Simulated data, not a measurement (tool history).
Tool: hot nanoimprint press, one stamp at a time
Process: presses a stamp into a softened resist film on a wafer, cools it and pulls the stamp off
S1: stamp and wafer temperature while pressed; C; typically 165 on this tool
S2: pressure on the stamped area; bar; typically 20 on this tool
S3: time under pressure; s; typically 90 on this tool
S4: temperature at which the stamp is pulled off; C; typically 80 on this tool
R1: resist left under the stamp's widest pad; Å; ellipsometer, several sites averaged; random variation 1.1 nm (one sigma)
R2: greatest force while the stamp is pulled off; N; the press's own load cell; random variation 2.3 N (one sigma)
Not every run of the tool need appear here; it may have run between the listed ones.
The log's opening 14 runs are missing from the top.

Run 15, hour 839.2: usual settings. Result: R1 1685 Å, R2 130 N.
Run 16, hour 886.1: usual settings. Result: R1 1719 Å, R2 128 N.
Run 17, hour 948.4: usual settings. Result: R1 1714 Å, R2 129 N.
At hour 959.3: stamp cleaned and given a new release coat.
Run 18, hour 1018.8: usual settings but S1 161 C, S2 30.6 bar, S3 175 s. Result: R1 1376 Å, R2 107 N.
Run 19, hour 1085.9: usual settings but S1 176 C, S2 15.3 bar, S4 77 C. Result: R1 1197 Å, R2 122 N.
Run 20, hour 1136.6: usual settings but S1 176 C, S2 28.9 bar, S4 85 C. Result: R1 858 Å, R2 100 N.
Run 21, hour 1188.2: usual settings but S1 167 C, S2 28.4 bar, S3 89 s, S4 69 C. Result: R1 1348 Å, R2 143 N.
At hour 1261.4: plate thermocouple calibrated.
Run 22, hour 1268.9: usual settings but S1 167 C, S2 28.4 bar, S3 89 s, S4 69 C. Result: R1 1265 Å, R2 143 N.
Run 23, hour 1321.8: usual settings but S4 85 C. Result: R1 1674 Å, R2 102 N.
Run 24, hour 1388.2: usual settings but S3 94 s, S4 74 C. Result: R1 1682 Å, R2 134 N.
Run 25, hour 1441.9: usual settings but S3 94 s, S4 74 C. Result: R1 1667 Å, R2 135 N.
Run 26, hour 1523.5: usual settings but S3 94 s, S4 74 C. Result: R1 1689 Å, R2 137 N.
Run 27, hour 1603.2: usual settings but S3 63 s, S4 67 C. Result: R1 1927 Å, R2 168 N.
Run 28, hour 1668.4: usual settings but S2 16.1 bar, S3 107 s, S4 78 C. Result: R1 1827 Å, R2 143 N.
At hour 1706.1: stamp cleaned and given a new release coat.
Run 29, hour 1750.6: usual settings but S2 16.1 bar, S3 107 s, S4 78 C. Result: R1 1802 Å, R2 113 N.
At hour 1805.4: plate thermocouple calibrated.
Run 30, hour 1808.6: usual settings but S4 66 C. Result: R1 1722 Å, R2 139 N.

Forecast each of these 4 alternatives for the next run:
Run A, hour 1859.7: usual settings but S1 159 C, S2 22.7 bar, S3 47 s, S4 66 C. Result: R1 ?, R2 ?.
Run B, hour 1859.7: usual settings but S1 167 C, S4 72 C. Result: R1 ?, R2 ?.
Run C, hour 1859.7: usual settings but S2 22.2 bar, S4 66 C. Result: R1 ?, R2 ?.
Run D, hour 1859.7: usual settings but S3 170 s, S4 69 C. Result: R1 ?, R2 ?.

run    R1   R2
  A  2518  146
  B  1557  125
  C  1650  144
  D  1400  133
What these runs would have given with no unlogged condition in the tool:
run    R1   R2
  A  2393  138
  B  1458  118
  C  1535  136
  D  1308  126
